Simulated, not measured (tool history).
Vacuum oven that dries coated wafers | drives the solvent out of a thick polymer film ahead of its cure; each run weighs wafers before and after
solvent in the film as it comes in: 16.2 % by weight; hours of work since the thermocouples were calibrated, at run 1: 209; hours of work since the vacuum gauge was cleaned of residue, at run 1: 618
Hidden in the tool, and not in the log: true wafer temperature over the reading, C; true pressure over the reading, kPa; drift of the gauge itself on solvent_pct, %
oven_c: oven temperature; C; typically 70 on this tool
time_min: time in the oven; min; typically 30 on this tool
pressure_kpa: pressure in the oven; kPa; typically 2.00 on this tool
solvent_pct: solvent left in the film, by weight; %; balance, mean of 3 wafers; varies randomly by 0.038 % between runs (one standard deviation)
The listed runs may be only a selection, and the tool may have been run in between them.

run	hour	oven_c	time_min	pressure_kpa	hours of work since the thermocouples were calibrated	hours of work since the vacuum gauge was cleaned of residue	solvent_pct
1	0.0	70	30	2.00	209	618	1.56
2	32.1	70	30	2.00	225	634	1.56
3	52.9	70	32	2.00	235	645	1.50
4	78.9	70	32	2.00	248	657	1.55
5	100.2	70	32	2.00	259	668	1.54
6	131.2	70	26	2.00	274	684	1.85
7	158.3	70	30	1.47	288	697	1.35
8	185.2	70	30	1.47	301	710	1.34
9	208.5	70	30	1.47	313	722	1.36
10	237.3	70	30	1.47	327	736	1.29
11	261.2	70	30	1.47	339	748	1.26
12	286.5	72	43	1.31	351	761	0.83
13	311.7	72	30	1.31	364	773	1.02

What does the tool deliver on the next run?
14	337.5	62	43	2.05	377	786	?

For run 14 the tool returned solvent_pct 2.35 %.
Minus the tool's unlogged condition, the same run would have read solvent_pct 2.08 %.

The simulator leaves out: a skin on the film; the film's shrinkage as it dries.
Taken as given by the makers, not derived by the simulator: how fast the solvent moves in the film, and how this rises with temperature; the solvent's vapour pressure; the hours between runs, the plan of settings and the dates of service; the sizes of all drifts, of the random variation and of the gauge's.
